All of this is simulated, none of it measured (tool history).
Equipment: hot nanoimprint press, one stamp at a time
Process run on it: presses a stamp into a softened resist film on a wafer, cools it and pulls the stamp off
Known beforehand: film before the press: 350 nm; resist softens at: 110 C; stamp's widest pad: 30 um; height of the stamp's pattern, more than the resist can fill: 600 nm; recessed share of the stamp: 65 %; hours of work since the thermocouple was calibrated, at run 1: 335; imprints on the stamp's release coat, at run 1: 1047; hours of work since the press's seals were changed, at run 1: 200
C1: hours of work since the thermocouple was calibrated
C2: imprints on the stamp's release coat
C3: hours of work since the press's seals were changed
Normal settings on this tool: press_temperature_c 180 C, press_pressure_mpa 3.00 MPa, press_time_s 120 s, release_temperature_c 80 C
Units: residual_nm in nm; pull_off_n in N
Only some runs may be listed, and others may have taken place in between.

{"run": 1, "hour": 0.0, "press_temperature_c": 180, "press_pressure_mpa": 3.0, "press_time_s": 120, "release_temperature_c": 80, "C1": 335, "C2": 1047, "C3": 200, "residual_nm": 208.8, "pull_off_n": 118}
{"run": 2, "hour": 11.2, "press_temperature_c": 180, "press_pressure_mpa": 3.0, "press_time_s": 120, "release_temperature_c": 80, "C1": 340, "C2": 1075, "C3": 206, "residual_nm": 209.6, "pull_off_n": 119}
{"run": 3, "hour": 26.9, "press_temperature_c": 180, "press_pressure_mpa": 3.0, "press_time_s": 120, "release_temperature_c": 80, "C1": 348, "C2": 1115, "C3": 213, "residual_nm": 208.0, "pull_off_n": 121}
{"run": 4, "hour": 39.0, "press_temperature_c": 180, "press_pressure_mpa": 3.0, "press_time_s": 153, "release_temperature_c": 80, "C1": 354, "C2": 1146, "C3": 219, "residual_nm": 194.0, "pull_off_n": 117}
{"run": 5, "hour": 49.5, "press_temperature_c": 180, "press_pressure_mpa": 3.0, "press_time_s": 120, "release_temperature_c": 80, "C1": 359, "C2": 1173, "C3": 224, "residual_nm": 207.2, "pull_off_n": 123}
{"run": 6, "hour": 57.0, "press_temperature_c": 180, "press_pressure_mpa": 3.0, "press_time_s": 120, "release_temperature_c": 80, "C1": 362, "C2": 1192, "C3": 228, "residual_nm": 206.8, "pull_off_n": 124}
{"run": 7, "hour": 65.3, "press_temperature_c": 180, "press_pressure_mpa": 3.0, "press_time_s": 120, "release_temperature_c": 81, "C1": 366, "C2": 1213, "C3": 232, "residual_nm": 207.3, "pull_off_n": 117}
{"run": 8, "hour": 80.2, "press_temperature_c": 180, "press_pressure_mpa": 3.0, "press_time_s": 120, "release_temperature_c": 81, "C1": 374, "C2": 1251, "C3": 239, "residual_nm": 206.4, "pull_off_n": 119}
{"run": 9, "hour": 90.2, "press_temperature_c": 180, "press_pressure_mpa": 3.0, "press_time_s": 120, "release_temperature_c": 81, "C1": 378, "C2": 1276, "C3": 244, "residual_nm": 206.4, "pull_off_n": 118}
{"run": 10, "hour": 101.8, "press_temperature_c": 177, "press_pressure_mpa": 3.0, "press_time_s": 120, "release_temperature_c": 81, "C1": 384, "C2": 1306, "C3": 250, "residual_nm": 220.6, "pull_off_n": 113}
{"run": 11, "hour": 116.0, "press_temperature_c": 177, "press_pressure_mpa": 3.0, "press_time_s": 120, "release_temperature_c": 81, "C1": 391, "C2": 1342, "C3": 257, "residual_nm": 221.4, "pull_off_n": 121}
{"run": 12, "hour": 125.2, "press_temperature_c": 177, "press_pressure_mpa": 3.0, "press_time_s": 120, "release_temperature_c": 81, "C1": 396, "C2": 1365, "C3": 261, "residual_nm": 219.3, "pull_off_n": 119}
{"run": 13, "hour": 140.0, "press_temperature_c": 177, "press_pressure_mpa": 2.59, "press_time_s": 120, "release_temperature_c": 81, "C1": 403, "C2": 1403, "C3": 269, "residual_nm": 232.1, "pull_off_n": 118}
{"run": 14, "hour": 152.9, "press_temperature_c": 177, "press_pressure_mpa": 2.59, "press_time_s": 120, "release_temperature_c": 81, "C1": 409, "C2": 1436, "C3": 275, "residual_nm": 233.4, "pull_off_n": 119}
{"run": 15, "hour": 165.8, "press_temperature_c": 177, "press_pressure_mpa": 2.59, "press_time_s": 120, "release_temperature_c": 81, "C1": 415, "C2": 1469, "C3": 281, "residual_nm": 231.3, "pull_off_n": 119}
{"hour": 171.2, "done": "gauge calibrated"}
{"run": 16, "hour": 172.6, "press_temperature_c": 168, "press_pressure_mpa": 3.19, "press_time_s": 61, "release_temperature_c": 81, "C1": 419, "C2": 1486, "C3": 284, "residual_nm": 296.6, "pull_off_n": 117}
{"run": 17, "hour": 182.5, "press_temperature_c": 168, "press_pressure_mpa": 3.19, "press_time_s": 61, "release_temperature_c": 81, "C1": 423, "C2": 1511, "C3": 289, "residual_nm": 295.5, "pull_off_n": 121}
{"run": 18, "hour": 189.2, "press_temperature_c": 168, "press_pressure_mpa": 2.08, "press_time_s": 61, "release_temperature_c": 74, "C1": 427, "C2": 1528, "C3": 292, "residual_nm": 315.4, "pull_off_n": 136}
{"run": 19, "hour": 198.3, "press_temperature_c": 168, "press_pressure_mpa": 2.08, "press_time_s": 61, "release_temperature_c": 74, "C1": 431, "C2": 1551, "C3": 297, "residual_nm": 318.3, "pull_off_n": 138}
{"run": 20, "hour": 205.6, "press_temperature_c": 178, "press_pressure_mpa": 3.53, "press_time_s": 84, "release_temperature_c": 86, "C1": 435, "C2": 1570, "C3": 300, "residual_nm": 224.1, "pull_off_n": 104}
{"hour": 217.4, "done": "stamp cleaned and given a new release coat"}
{"run": 21, "hour": 218.8, "press_temperature_c": 179, "press_pressure_mpa": 4.54, "press_time_s": 72, "release_temperature_c": 75, "C1": 438, "C2": 4, "C3": 304, "residual_nm": 202.9, "pull_off_n": 132}
{"run": 22, "hour": 228.5, "press_temperature_c": 179, "press_pressure_mpa": 4.54, "press_time_s": 72, "release_temperature_c": 75, "C1": 443, "C2": 29, "C3": 309, "residual_nm": 202.4, "pull_off_n": 135}
{"run": 23, "hour": 239.1, "press_temperature_c": 181, "press_pressure_mpa": 3.56, "press_time_s": 123, "release_temperature_c": 80, "C1": 448, "C2": 56, "C3": 314, "residual_nm": 185.9, "pull_off_n": 121}
{"run": 24, "hour": 246.6, "press_temperature_c": 180, "press_pressure_mpa": 1.92, "press_time_s": 120, "release_temperature_c": 86, "C1": 452, "C2": 75, "C3": 317, "residual_nm": 248.0, "pull_off_n": 104}
{"run": 25, "hour": 259.7, "press_temperature_c": 173, "press_pressure_mpa": 1.92, "press_time_s": 173, "release_temperature_c": 86, "C1": 458, "C2": 108, "C3": 324, "residual_nm": 261.5, "pull_off_n": 101}
{"run": 26, "hour": 274.1, "press_temperature_c": 191, "press_pressure_mpa": 2.9, "press_time_s": 144, "release_temperature_c": 66, "C1": 465, "C2": 145, "C3": 331, "residual_nm": 154.6, "pull_off_n": 162}
{"run": 27, "hour": 285.9, "press_temperature_c": 191, "press_pressure_mpa": 2.9, "press_time_s": 144, "release_temperature_c": 66, "C1": 471, "C2": 175, "C3": 337, "residual_nm": 153.7, "pull_off_n": 165}
{"run": 28, "hour": 294.1, "press_temperature_c": 180, "press_pressure_mpa": 2.05, "press_time_s": 120, "release_temperature_c": 68, "C1": 475, "C2": 195, "C3": 341, "residual_nm": 242.6, "pull_off_n": 154}
{"hour": 307.8, "done": "plate thermocouple calibrated"}
{"run": 29, "hour": 308.9, "press_temperature_c": 180, "press_pressure_mpa": 2.71, "press_time_s": 120, "release_temperature_c": 87, "C1": 1, "C2": 226, "C3": 346, "residual_nm": 214.2, "pull_off_n": 99}
{"run": 30, "hour": 318.5, "press_temperature_c": 180, "press_pressure_mpa": 2.71, "press_time_s": 120, "release_temperature_c": 87, "C1": 5, "C2": 250, "C3": 351, "residual_nm": 214.4, "pull_off_n": 96}

What if the next run were any one of these 3? Each begins from the tool's condition after run 30:
{"run": "A", "hour": 331.8, "press_temperature_c": 172, "press_pressure_mpa": 2.7, "press_time_s": 99, "release_temperature_c": 87, "C1": 12, "C2": 284, "C3": 358, "residual_nm": "?", "pull_off_n": "?"}
{"run": "B", "hour": 331.8, "press_temperature_c": 172, "press_pressure_mpa": 2.71, "press_time_s": 131, "release_temperature_c": 87, "C1": 12, "C2": 284, "C3": 358, "residual_nm": "?", "pull_off_n": "?"}
{"run": "C", "hour": 331.8, "press_temperature_c": 177, "press_pressure_mpa": 2.89, "press_time_s": 120, "release_temperature_c": 87, "C1": 12, "C2": 284, "C3": 358, "residual_nm": "?", "pull_off_n": "?"}

run=A residual_nm=259.9 pull_off_n=101
run=B residual_nm=248.2 pull_off_n=101
run=C residual_nm=221.3 pull_off_n=101
Stripped of hidden state, with their random variation kept, the same runs would have yielded:
run=A residual_nm=267.0 pull_off_n=100
run=B residual_nm=254.9 pull_off_n=100
run=C residual_nm=227.3 pull_off_n=101

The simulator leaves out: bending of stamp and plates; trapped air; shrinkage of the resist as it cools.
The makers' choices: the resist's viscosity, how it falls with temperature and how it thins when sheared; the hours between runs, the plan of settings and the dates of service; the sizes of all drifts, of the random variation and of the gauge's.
